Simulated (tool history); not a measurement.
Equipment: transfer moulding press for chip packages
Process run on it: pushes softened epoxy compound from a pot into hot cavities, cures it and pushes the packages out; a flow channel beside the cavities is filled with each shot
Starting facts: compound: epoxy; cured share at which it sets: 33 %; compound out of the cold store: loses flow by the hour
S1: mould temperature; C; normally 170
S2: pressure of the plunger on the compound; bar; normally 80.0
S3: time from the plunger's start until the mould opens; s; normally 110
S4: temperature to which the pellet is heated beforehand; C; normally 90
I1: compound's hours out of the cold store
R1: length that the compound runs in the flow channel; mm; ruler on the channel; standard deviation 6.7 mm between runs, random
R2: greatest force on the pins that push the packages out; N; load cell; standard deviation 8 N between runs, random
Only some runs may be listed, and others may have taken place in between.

{"run": 1, "hour": 0.0, "S1": 170, "S2": 80.0, "S3": 110, "S4": 90, "I1": 45.3, "R1": 764, "R2": 338}
{"run": 2, "hour": 6.5, "S1": 170, "S2": 80.0, "S3": 122, "S4": 90, "I1": 33.8, "R1": 809, "R2": 325}
{"run": 3, "hour": 14.6, "S1": 170, "S2": 80.0, "S3": 110, "S4": 90, "I1": 21.2, "R1": 854, "R2": 356}
{"run": 4, "hour": 18.9, "S1": 170, "S2": 80.0, "S3": 110, "S4": 82, "I1": 47.0, "R1": 742, "R2": 320}
{"run": 5, "hour": 25.5, "S1": 170, "S2": 80.0, "S3": 93, "S4": 90, "I1": 19.2, "R1": 874, "R2": 449}
{"run": 6, "hour": 33.2, "S1": 170, "S2": 80.0, "S3": 93, "S4": 90, "I1": 45.3, "R1": 752, "R2": 399}
{"run": 7, "hour": 40.0, "S1": 170, "S2": 80.0, "S3": 93, "S4": 90, "I1": 39.1, "R1": 769, "R2": 422}
{"run": 8, "hour": 49.5, "S1": 173, "S2": 80.0, "S3": 110, "S4": 90, "I1": 22.2, "R1": 828, "R2": 318}
{"run": 9, "hour": 56.9, "S1": 173, "S2": 80.0, "S3": 138, "S4": 90, "I1": 29.2, "R1": 809, "R2": 300}
{"run": 10, "hour": 66.6, "S1": 170, "S2": 80.0, "S3": 110, "S4": 90, "I1": 36.4, "R1": 794, "R2": 349}
{"run": 11, "hour": 75.8, "S1": 170, "S2": 80.0, "S3": 110, "S4": 90, "I1": 32.6, "R1": 807, "R2": 351}
{"run": 12, "hour": 83.6, "S1": 170, "S2": 80.0, "S3": 110, "S4": 90, "I1": 10.2, "R1": 904, "R2": 356}
{"run": 13, "hour": 88.4, "S1": 170, "S2": 80.0, "S3": 110, "S4": 90, "I1": 44.9, "R1": 752, "R2": 327}
{"run": 14, "hour": 98.4, "S1": 162, "S2": 80.0, "S3": 110, "S4": 90, "I1": 36.3, "R1": 826, "R2": 540}
{"hour": 101.3, "done": "cavities cleaned with cleaning compound and waxed"}
{"run": 15, "hour": 108.8, "S1": 170, "S2": 92.7, "S3": 110, "S4": 97, "I1": 43.5, "R1": 814, "R2": 339}
{"run": 16, "hour": 116.5, "S1": 170, "S2": 92.7, "S3": 110, "S4": 82, "I1": 41.8, "R1": 817, "R2": 333}
{"run": 17, "hour": 126.7, "S1": 170, "S2": 80.0, "S3": 127, "S4": 90, "I1": 10.3, "R1": 925, "R2": 315}
{"run": 18, "hour": 132.2, "S1": 170, "S2": 80.0, "S3": 127, "S4": 90, "I1": 42.8, "R1": 757, "R2": 300}
{"run": 19, "hour": 140.2, "S1": 170, "S2": 64.1, "S3": 110, "S4": 90, "I1": 20.8, "R1": 766, "R2": 341}
{"run": 20, "hour": 148.8, "S1": 170, "S2": 64.1, "S3": 110, "S4": 90, "I1": 19.9, "R1": 768, "R2": 349}
{"run": 21, "hour": 157.9, "S1": 170, "S2": 96.2, "S3": 110, "S4": 94, "I1": 35.1, "R1": 870, "R2": 344}
{"run": 22, "hour": 167.4, "S1": 169, "S2": 98.1, "S3": 108, "S4": 92, "I1": 11.8, "R1": 1015, "R2": 367}
{"run": 23, "hour": 173.2, "S1": 177, "S2": 64.7, "S3": 105, "S4": 94, "I1": 16.5, "R1": 759, "R2": 305}

Run 24 has not been measured yet. What should we expect?
{"run": 24, "hour": 177.5, "S1": 167, "S2": 80.0, "S3": 110, "S4": 90, "I1": 26.0, "R1": "?", "R2": "?"}

Run 24 yielded R1 856 mm, R2 402 N.
On a tool with no hidden condition, and with the same random variation, this run would have come out at R1 857 mm, R2 400 N.

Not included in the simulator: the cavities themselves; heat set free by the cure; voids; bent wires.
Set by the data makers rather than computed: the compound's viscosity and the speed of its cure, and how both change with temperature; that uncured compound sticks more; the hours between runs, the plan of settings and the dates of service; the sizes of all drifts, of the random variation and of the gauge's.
